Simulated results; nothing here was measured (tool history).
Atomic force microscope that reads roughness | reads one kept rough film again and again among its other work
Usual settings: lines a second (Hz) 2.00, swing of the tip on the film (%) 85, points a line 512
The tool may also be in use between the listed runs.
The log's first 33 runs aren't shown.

run,hour,lines a second (Hz),swing of the tip on the film (%),points a line,roughness of the kept film (nm (root mean square))
34,584.1,0.54,85,375,1.817
35,602.2,2.00,88,276,1.463
36,618.1,1.33,88,550,1.601
# hour 633.9: new tip fitted
37,638.5,3.13,78,512,1.494
38,665.9,2.00,80,512,1.619
39,690.8,0.51,80,487,1.872
40,703.4,1.41,80,497,1.699
41,714.4,1.96,70,987,1.763
42,733.8,1.13,57,830,1.913
43,759.7,0.52,57,1016,1.931
44,776.2,0.52,57,1016,1.952
45,798.1,1.83,63,270,1.814
46,819.6,2.07,63,498,1.822
# hour 824.3: new tip fitted
47,836.5,1.14,85,512,1.693
48,859.2,1.14,85,512,1.703
49,883.9,0.53,62,591,1.928
50,901.4,0.53,62,591,1.949

Forecast each of these 4 alternatives for the next run:
A,928.2,0.53,87,494,?
B,928.2,0.50,84,907,?
C,928.2,2.00,85,626,?
D,928.2,3.73,85,512,?

run,roughness of the kept film (nm (root mean square))
A,1.820
B,1.849
C,1.548
D,1.289
Without the tool's hidden state the same runs would have given:
run,roughness of the kept film (nm (root mean square))
A,1.825
B,1.854
C,1.552
D,1.292

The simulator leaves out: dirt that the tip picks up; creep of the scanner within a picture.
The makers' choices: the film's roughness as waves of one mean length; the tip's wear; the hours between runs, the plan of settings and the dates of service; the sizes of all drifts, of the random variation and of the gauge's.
